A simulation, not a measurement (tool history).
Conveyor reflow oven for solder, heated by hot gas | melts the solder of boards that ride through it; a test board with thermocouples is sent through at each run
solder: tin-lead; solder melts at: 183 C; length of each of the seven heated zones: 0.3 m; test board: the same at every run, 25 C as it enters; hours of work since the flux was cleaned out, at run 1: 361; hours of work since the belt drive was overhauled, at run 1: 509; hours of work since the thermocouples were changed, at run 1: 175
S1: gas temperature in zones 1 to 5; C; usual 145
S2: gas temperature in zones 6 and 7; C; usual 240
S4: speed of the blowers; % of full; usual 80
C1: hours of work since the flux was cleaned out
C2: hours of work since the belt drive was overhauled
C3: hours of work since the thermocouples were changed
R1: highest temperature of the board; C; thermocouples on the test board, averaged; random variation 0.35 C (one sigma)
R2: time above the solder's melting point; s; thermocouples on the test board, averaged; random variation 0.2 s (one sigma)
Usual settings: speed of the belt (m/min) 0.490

{"run": 1, "day": 0.0, "S1": 145, "S2": 240, "speed of the belt (m/min)": 0.49, "S4": 80, "C1": 361, "C2": 509, "C3": 175, "R1": 225.3, "R2": 63.5}
{"day": 1.104, "done": "flux residue cleaned out of gas plates and filters"}
{"run": 2, "day": 1.704, "S1": 156, "S2": 240, "speed of the belt (m/min)": 0.49, "S4": 80, "C1": 8, "C2": 530, "C3": 196, "R1": 229.8, "R2": 69.6}
{"run": 3, "day": 4.208, "S1": 156, "S2": 240, "speed of the belt (m/min)": 0.49, "S4": 80, "C1": 43, "C2": 565, "C3": 230, "R1": 229.2, "R2": 69.7}
{"run": 4, "day": 6.5, "S1": 156, "S2": 240, "speed of the belt (m/min)": 0.49, "S4": 80, "C1": 75, "C2": 597, "C3": 262, "R1": 228.6, "R2": 69.8}
{"run": 5, "day": 9.029, "S1": 156, "S2": 240, "speed of the belt (m/min)": 0.49, "S4": 80, "C1": 110, "C2": 632, "C3": 298, "R1": 228.1, "R2": 69.7}
{"run": 6, "day": 10.204, "S1": 145, "S2": 236, "speed of the belt (m/min)": 0.49, "S4": 80, "C1": 127, "C2": 648, "C3": 314, "R1": 222.5, "R2": 62.7}
{"run": 7, "day": 12.462, "S1": 145, "S2": 236, "speed of the belt (m/min)": 0.49, "S4": 80, "C1": 158, "C2": 680, "C3": 345, "R1": 222.1, "R2": 62.3}
{"run": 8, "day": 15.025, "S1": 132, "S2": 249, "speed of the belt (m/min)": 0.438, "S4": 55, "C1": 194, "C2": 716, "C3": 381, "R1": 229.3, "R2": 68.6}

The next listed run, before its measurement:
{"run": 9, "day": 17.217, "S1": 132, "S2": 249, "speed of the belt (m/min)": 0.438, "S4": 55, "C1": 224, "C2": 746, "C3": 412, "R1": "?", "R2": "?"}

R1: 228.0 C
R2: 68.9 s
Without the tool's hidden state the same run would have given R1 230.5 C, R2 69.6 s.

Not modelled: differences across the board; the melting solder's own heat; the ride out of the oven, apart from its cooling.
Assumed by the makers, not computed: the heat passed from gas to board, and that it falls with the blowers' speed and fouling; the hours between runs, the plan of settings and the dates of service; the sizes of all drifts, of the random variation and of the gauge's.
